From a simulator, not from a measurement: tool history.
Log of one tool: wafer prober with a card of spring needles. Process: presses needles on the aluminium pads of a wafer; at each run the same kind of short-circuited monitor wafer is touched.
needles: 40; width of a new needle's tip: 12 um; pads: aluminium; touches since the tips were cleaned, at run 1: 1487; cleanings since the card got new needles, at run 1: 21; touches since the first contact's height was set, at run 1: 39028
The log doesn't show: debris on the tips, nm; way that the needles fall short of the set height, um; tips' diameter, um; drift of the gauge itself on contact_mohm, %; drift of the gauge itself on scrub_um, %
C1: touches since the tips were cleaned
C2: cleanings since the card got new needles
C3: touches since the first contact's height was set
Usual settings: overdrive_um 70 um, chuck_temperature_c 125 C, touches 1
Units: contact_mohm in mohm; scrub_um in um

run 1 day=0.000 | overdrive_um=70 chuck_temperature_c=125 touches=1 | C1=1487 C2=21 C3=39028 | contact_mohm=202 scrub_um=9.72
-- day=0.042 tips cleaned on abrasive film
-- day=0.188 tips cleaned on abrasive film
-- day=0.371 tips cleaned on abrasive film
-- day=0.521 tips cleaned on abrasive film
-- day=0.704 tips cleaned on abrasive film
-- day=0.850 tips cleaned on abrasive film
-- day=1.033 tips cleaned on abrasive film
run 2 day=1.142 | overdrive_um=70 chuck_temperature_c=125 touches=2 | C1=1157 C2=28 C3=51153 | contact_mohm=202 scrub_um=9.67
-- day=1.217 tips cleaned on abrasive film
-- day=1.400 tips cleaned on abrasive film
-- day=1.583 tips cleaned on abrasive film
-- day=1.729 tips cleaned on abrasive film
-- day=1.879 tips cleaned on abrasive film
run 3 day=1.954 | overdrive_um=65 chuck_temperature_c=125 touches=1 | C1=831 C2=33 C3=59818 | contact_mohm=200 scrub_um=8.90
-- day=2.029 tips cleaned on abrasive film
-- day=2.179 tips cleaned on abrasive film
-- day=2.325 tips cleaned on abrasive film
-- day=2.475 tips cleaned on abrasive film
-- day=2.658 tips cleaned on abrasive film
run 4 day=2.729 | overdrive_um=65 chuck_temperature_c=125 touches=1 | C1=799 C2=38 C3=68061 | contact_mohm=202 scrub_um=8.80
-- day=2.804 tips cleaned on abrasive film
-- day=2.992 tips cleaned on abrasive film
-- day=3.138 tips cleaned on abrasive film
-- day=3.283 tips cleaned on abrasive film
-- day=3.467 tips cleaned on abrasive film
run 5 day=3.479 | overdrive_um=65 chuck_temperature_c=125 touches=1 | C1=111 C2=43 C3=76004 | contact_mohm=198 scrub_um=9.16
-- day=3.625 tips cleaned on abrasive film
-- day=3.775 tips cleaned on abrasive film
-- day=3.921 tips cleaned on abrasive film
-- day=4.071 tips cleaned on abrasive film
-- day=4.225 tips cleaned on abrasive film
run 6 day=4.225 | overdrive_um=70 chuck_temperature_c=47 touches=1 | C1=0 C2=48 C3=83932 | contact_mohm=183 scrub_um=9.70
-- day=4.408 tips cleaned on abrasive film
-- day=4.558 tips cleaned on abrasive film
-- day=4.704 tips cleaned on abrasive film
-- day=4.888 tips cleaned on abrasive film
-- day=5.071 tips cleaned on abrasive film
-- day=5.221 tips cleaned on abrasive film
-- day=5.404 tips cleaned on abrasive film
run 7 day=5.438 | overdrive_um=70 chuck_temperature_c=125 touches=1 | C1=391 C2=55 C3=96856 | contact_mohm=199 scrub_um=9.66
-- day=5.588 tips cleaned on abrasive film
-- day=5.733 tips cleaned on abrasive film
-- day=5.883 tips cleaned on abrasive film
-- day=6.067 tips cleaned on abrasive film
-- day=6.212 tips cleaned on abrasive film
-- day=6.396 tips cleaned on abrasive film
-- day=6.546 tips cleaned on abrasive film
-- day=6.725 tips cleaned on abrasive film
run 8 day=6.725 | overdrive_um=70 chuck_temperature_c=125 touches=3 | C1=0 C2=63 C3=110518 | contact_mohm=200 scrub_um=9.68
-- day=6.871 tips cleaned on abrasive film
-- day=7.054 tips cleaned on abrasive film
-- day=7.204 tips cleaned on abrasive film
-- day=7.388 tips cleaned on abrasive film
run 9 day=7.525 | overdrive_um=70 chuck_temperature_c=125 touches=3 | C1=1521 C2=67 C3=119090 | contact_mohm=200 scrub_um=9.63
-- day=7.567 tips cleaned on abrasive film
-- day=7.712 tips cleaned on abrasive film
-- day=7.896 tips cleaned on abrasive film
-- day=8.079 tips cleaned on abrasive film
-- day=8.229 tips cleaned on abrasive film
-- day=8.412 tips cleaned on abrasive film
-- day=8.558 tips cleaned on abrasive film
-- day=8.708 tips cleaned on abrasive film
run 10 day=8.746 | overdrive_um=70 chuck_temperature_c=125 touches=3 | C1=409 C2=75 C3=132035 | contact_mohm=201 scrub_um=9.74
-- day=8.854 tips cleaned on abrasive film
-- day=9.004 tips cleaned on abrasive film
-- day=9.150 tips cleaned on abrasive film
-- day=9.300 tips cleaned on abrasive film
-- day=9.446 tips cleaned on abrasive film
-- day=9.629 tips cleaned on abrasive film
-- day=9.812 tips cleaned on abrasive film
-- day=9.862 height of the first contact set anew
run 11 day=9.950 | overdrive_um=70 chuck_temperature_c=125 touches=3 | C1=1352 C2=82 C3=961 | contact_mohm=196 scrub_um=9.89
-- day=9.992 tips cleaned on abrasive film
-- day=10.175 tips cleaned on abrasive film
-- day=10.358 tips cleaned on abrasive film
-- day=10.504 tips cleaned on abrasive film
-- day=10.688 tips cleaned on abrasive film
run 12 day=10.733 | overdrive_um=59 chuck_temperature_c=60 touches=2 | C1=476 C2=87 C3=9271 | contact_mohm=188 scrub_um=8.16
-- day=10.846 tips cleaned on abrasive film
-- day=10.992 tips cleaned on abrasive film
-- day=11.175 tips cleaned on abrasive film
-- day=11.325 tips cleaned on abrasive film
-- day=11.471 tips cleaned on abrasive film
-- day=11.617 tips cleaned on abrasive film
-- day=11.767 tips cleaned on abrasive film
run 13 day=11.871 | overdrive_um=67 chuck_temperature_c=46 touches=1 | C1=1135 C2=94 C3=21377 | contact_mohm=181 scrub_um=9.11
-- day=11.946 tips cleaned on abrasive film
-- day=12.096 tips cleaned on abrasive film
-- day=12.242 tips cleaned on abrasive film
-- day=12.425 tips cleaned on abrasive film
-- day=12.571 tips cleaned on abrasive film
-- day=12.733 tips cleaned on abrasive film
run 14 day=12.733 | overdrive_um=56 chuck_temperature_c=36 touches=2 | C1=0 C2=100 C3=30517 | contact_mohm=181 scrub_um=7.86
-- day=12.917 tips cleaned on abrasive film
-- day=13.100 tips cleaned on abrasive film
-- day=13.283 tips cleaned on abrasive film
-- day=13.467 tips cleaned on abrasive film
-- day=13.650 tips cleaned on abrasive film
-- day=13.800 tips cleaned on abrasive film
-- day=13.983 tips cleaned on abrasive film
run 15 day=14.012 | overdrive_um=60 chuck_temperature_c=33 touches=1 | C1=329 C2=107 C3=44164 | contact_mohm=182 scrub_um=8.25
-- day=14.158 tips cleaned on abrasive film
-- day=14.342 tips cleaned on abrasive film
-- day=14.525 tips cleaned on abrasive film
-- day=14.708 tips cleaned on abrasive film
run 16 day=14.754 | overdrive_um=60 chuck_temperature_c=33 touches=1 | C1=496 C2=111 C3=52103 | contact_mohm=183 scrub_um=8.45
-- day=14.867 tips cleaned on abrasive film
-- day=15.017 tips cleaned on abrasive film
-- day=15.162 tips cleaned on abrasive film
-- day=15.346 tips cleaned on abrasive film
-- day=15.529 tips cleaned on abrasive film
run 17 day=15.667 | overdrive_um=57 chuck_temperature_c=31 touches=1 | C1=1486 C2=116 C3=61815 | contact_mohm=182 scrub_um=7.91
-- day=15.704 tips cleaned on abrasive film
-- day=15.854 tips cleaned on abrasive film
-- day=16.000 tips cleaned on abrasive film
-- day=16.150 tips cleaned on abrasive film
-- day=16.296 tips cleaned on abrasive film
run 18 day=16.388 | overdrive_um=57 chuck_temperature_c=31 touches=1 | C1=1002 C2=121 C3=69476 | contact_mohm=184 scrub_um=7.94
-- day=16.467 tips cleaned on abrasive film
-- day=16.612 tips cleaned on abrasive film
-- day=16.758 tips cleaned on abrasive film
-- day=16.942 tips cleaned on abrasive film
-- day=17.092 tips cleaned on abrasive film
-- day=17.275 tips cleaned on abrasive film
-- day=17.421 tips cleaned on abrasive film
-- day=17.571 tips cleaned on abrasive film
run 19 day=17.633 | overdrive_um=88 chuck_temperature_c=74 touches=1 | C1=707 C2=129 C3=82718 | contact_mohm=185 scrub_um=12.16
-- day=17.746 tips cleaned on abrasive film
-- day=17.896 tips cleaned on abrasive film
-- day=18.079 tips cleaned on abrasive film
-- day=18.225 tips cleaned on abrasive film
run 20 day=18.271 | overdrive_um=88 chuck_temperature_c=74 touches=1 | C1=487 C2=133 C3=89473 | contact_mohm=187 scrub_um=12.21
-- day=18.383 tips cleaned on abrasive film
-- day=18.529 tips cleaned on abrasive film
-- day=18.679 tips cleaned on abrasive film
-- day=18.825 tips cleaned on abrasive film
-- day=18.975 tips cleaned on abrasive film
run 21 day=18.979 | overdrive_um=70 chuck_temperature_c=78 touches=2 | C1=70 C2=138 C3=96986 | contact_mohm=187 scrub_um=9.44

4 ways to go on from here, each from the tool as it stands after run 21. What would each give?
-- day=19.129 tips cleaned on abrasive film
-- day=19.312 tips cleaned on abrasive film
-- day=19.496 tips cleaned on abrasive film
-- day=19.642 tips cleaned on abrasive film
-- day=19.825 tips cleaned on abrasive film
run A day=19.942 | overdrive_um=51 chuck_temperature_c=123 touches=2 | C1=1247 C2=143 C3=107246 | contact_mohm=? scrub_um=?
-- day=19.129 tips cleaned on abrasive film
-- day=19.312 tips cleaned on abrasive film
-- day=19.496 tips cleaned on abrasive film
-- day=19.642 tips cleaned on abrasive film
-- day=19.825 tips cleaned on abrasive film
run B day=19.942 | overdrive_um=70 chuck_temperature_c=117 touches=1 | C1=1247 C2=143 C3=107246 | contact_mohm=? scrub_um=?
-- day=19.129 tips cleaned on abrasive film
-- day=19.312 tips cleaned on abrasive film
-- day=19.496 tips cleaned on abrasive film
-- day=19.642 tips cleaned on abrasive film
-- day=19.825 tips cleaned on abrasive film
run C day=19.942 | overdrive_um=70 chuck_temperature_c=36 touches=1 | C1=1247 C2=143 C3=107246 | contact_mohm=? scrub_um=?
-- day=19.129 tips cleaned on abrasive film
-- day=19.312 tips cleaned on abrasive film
-- day=19.496 tips cleaned on abrasive film
-- day=19.642 tips cleaned on abrasive film
-- day=19.825 tips cleaned on abrasive film
run D day=19.942 | overdrive_um=81 chuck_temperature_c=125 touches=1 | C1=1247 C2=143 C3=107246 | contact_mohm=? scrub_um=?

run=A contact_mohm=206 scrub_um=6.93
run=B contact_mohm=194 scrub_um=9.70
run=C contact_mohm=182 scrub_um=9.62
run=D contact_mohm=199 scrub_um=11.07
Without the tool's hidden state the same runs would have given:
run=A contact_mohm=205 scrub_um=6.96
run=B contact_mohm=194 scrub_um=9.73
run=C contact_mohm=182 scrub_um=9.65
run=D contact_mohm=199 scrub_um=11.11
